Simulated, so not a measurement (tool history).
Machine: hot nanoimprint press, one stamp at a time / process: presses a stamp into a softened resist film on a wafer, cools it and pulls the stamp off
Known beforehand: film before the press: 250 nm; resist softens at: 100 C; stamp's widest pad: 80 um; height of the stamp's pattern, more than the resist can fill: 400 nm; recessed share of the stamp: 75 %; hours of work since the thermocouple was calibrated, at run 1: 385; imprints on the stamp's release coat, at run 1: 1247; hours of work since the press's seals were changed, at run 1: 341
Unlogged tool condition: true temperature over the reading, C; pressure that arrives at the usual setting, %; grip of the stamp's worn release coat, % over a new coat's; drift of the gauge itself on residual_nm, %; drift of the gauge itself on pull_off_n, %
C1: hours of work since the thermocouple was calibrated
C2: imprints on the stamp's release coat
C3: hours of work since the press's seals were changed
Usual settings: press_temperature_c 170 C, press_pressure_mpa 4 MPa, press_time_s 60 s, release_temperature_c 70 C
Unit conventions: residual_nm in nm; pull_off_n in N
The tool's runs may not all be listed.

Run 1, day 0: usual settings; C1 385; C2 1247; C3 341. Result: residual_nm 130.1 nm, pull_off_n 228 N.
At day 0.696: plate thermocouple calibrated.
Run 2, day 0.788: usual settings; C1 1; C2 1276; C3 350. Result: residual_nm 137.1 nm, pull_off_n 215 N.
Run 3, day 1.492: usual settings; C1 11; C2 1306; C3 359. Result: residual_nm 137 nm, pull_off_n 228 N.
Run 4, day 2.25: usual settings; C1 21; C2 1338; C3 369. Result: residual_nm 136.3 nm, pull_off_n 221 N.
Run 5, day 2.796: usual settings; C1 28; C2 1362; C3 377. Result: residual_nm 137.2 nm, pull_off_n 235 N.
Run 6, day 3.429: usual settings; C1 37; C2 1389; C3 385. Result: residual_nm 138 nm, pull_off_n 225 N.
At day 3.746: plate thermocouple calibrated, once more.
Run 7, day 4.346: usual settings; C1 8; C2 1423; C3 396. Result: residual_nm 120 nm, pull_off_n 218 N.
Run 8, day 4.804: usual settings; C1 14; C2 1443; C3 402. Result: residual_nm 120.7 nm, pull_off_n 225 N.
Run 9, day 5.392: usual settings; C1 22; C2 1468; C3 410. Result: residual_nm 120 nm, pull_off_n 221 N.
Run 10, day 6.112: usual settings; C1 32; C2 1499; C3 420. Result: residual_nm 121.6 nm, pull_off_n 234 N.
Run 11, day 6.958: usual settings but press_pressure_mpa 3.12 MPa; C1 43; C2 1535; C3 431. Result: residual_nm 132.9 nm, pull_off_n 231 N.
Run 12, day 7.333: usual settings but press_temperature_c 158 C, press_pressure_mpa 3.12 MPa; C1 48; C2 1551; C3 436. Result: residual_nm 209.8 nm, pull_off_n 234 N.
Run 13, day 8.104: usual settings but press_time_s 88 s; C1 59; C2 1584; C3 446. Result: residual_nm 105.6 nm, pull_off_n 228 N.
Run 14, day 8.454: usual settings but press_time_s 88 s; C1 63; C2 1599; C3 451. Result: residual_nm 104.7 nm, pull_off_n 237 N.
Run 15, day 9.192: usual settings but press_time_s 88 s; C1 73; C2 1631; C3 461. Result: residual_nm 107.1 nm, pull_off_n 237 N.
Run 16, day 9.929: usual settings but press_time_s 88 s; C1 83; C2 1663; C3 471. Result: residual_nm 105.3 nm, pull_off_n 223 N.
Run 17, day 10.762: usual settings but press_time_s 88 s; C1 94; C2 1699; C3 482. Result: residual_nm 107.7 nm, pull_off_n 233 N.
Run 18, day 11.346: usual settings but press_time_s 88 s; C1 102; C2 1724; C3 490. Result: residual_nm 105.5 nm, pull_off_n 237 N.
Run 19, day 12.092: usual settings but press_pressure_mpa 5.88 MPa; C1 112; C2 1756; C3 500. Result: residual_nm 104.2 nm, pull_off_n 239 N.
Run 20, day 12.854: usual settings but press_pressure_mpa 6.15 MPa, press_time_s 41 s; C1 122; C2 1788; C3 510. Result: residual_nm 118.6 nm, pull_off_n 239 N.
Run 21, day 13.571: usual settings but press_pressure_mpa 3 MPa, press_time_s 73 s; C1 132; C2 1819; C3 520. Result: residual_nm 129.2 nm, pull_off_n 235 N.
Run 22, day 13.962: usual settings but press_time_s 35 s; C1 137; C2 1836; C3 525. Result: residual_nm 148.1 nm, pull_off_n 238 N.
At day 14.471: stamp cleaned and given a new release coat.
Run 23, day 14.762: usual settings but press_time_s 40 s; C1 145; C2 13; C3 532. Result: residual_nm 142.8 nm, pull_off_n 164 N.
Run 24, day 15.271: usual settings but press_temperature_c 165 C, press_pressure_mpa 3.92 MPa; C1 152; C2 34; C3 539. Result: residual_nm 155.9 nm, pull_off_n 166 N.
Run 25, day 15.983: usual settings but press_temperature_c 176 C, press_pressure_mpa 3.94 MPa, press_time_s 52 s, release_temperature_c 77 C; C1 161; C2 65; C3 549. Result: residual_nm 98.7 nm, pull_off_n 154 N.
Run 26, day 16.383: usual settings but press_pressure_mpa 2.53 MPa; C1 166; C2 82; C3 554. Result: residual_nm 149.4 nm, pull_off_n 178 N.
Run 27, day 17.088: usual settings but press_temperature_c 168 C, press_time_s 83 s; C1 176; C2 112; C3 564. Result: residual_nm 121.8 nm, pull_off_n 170 N.
Run 28, day 17.579: usual settings but press_temperature_c 168 C, press_time_s 83 s; C1 183; C2 133; C3 570. Result: residual_nm 123.9 nm, pull_off_n 171 N.
Run 29, day 18.375: usual settings but press_temperature_c 168 C, press_pressure_mpa 3.46 MPa, press_time_s 83 s, release_temperature_c 76 C; C1 193; C2 168; C3 581. Result: residual_nm 131 nm, pull_off_n 157 N.
Run 30, day 18.983: usual settings but press_pressure_mpa 6.12 MPa, press_time_s 55 s, release_temperature_c 64 C; C1 201; C2 194; C3 589. Result: residual_nm 109.5 nm, pull_off_n 181 N.

Across each entry between runs, compare the hidden state at the last listed run before it with the hidden state at the first listed run after it:
Run 1 -> run 2: plate thermocouple calibrated (day 0.696)
  true temperature over the reading, C: -1.57 -> -2.67; pressure that arrives at the usual setting, %: 97.06 -> 97.01; grip of the stamp's worn release coat, % over a new coat's: 29.8 -> 30.5
  measured less the result without the state, residual_nm: +11.1 -> +18.3 nm; pull_off_n: +56 -> +55 N
Run 6 -> run 7: plate thermocouple calibrated, once more (day 3.746)
  true temperature over the reading, C: -2.79 -> 0; pressure that arrives at the usual setting, %: 96.75 -> 96.68; grip of the stamp's worn release coat, % over a new coat's: 33.4 -> 34.3
  measured less the result without the state, residual_nm: +19 -> +1.8 nm; pull_off_n: +62 -> +56 N
Run 22 -> run 23: stamp cleaned and given a new release coat (day 14.471)
  true temperature over the reading, C: -0.46 -> -0.48; pressure that arrives at the usual setting, %: 95.78 -> 95.72; grip of the stamp's worn release coat, % over a new coat's: 45.1 -> 0.3
  measured less the result without the state, residual_nm: +5.2 -> +5.4 nm; pull_off_n: +75 -> +2 N
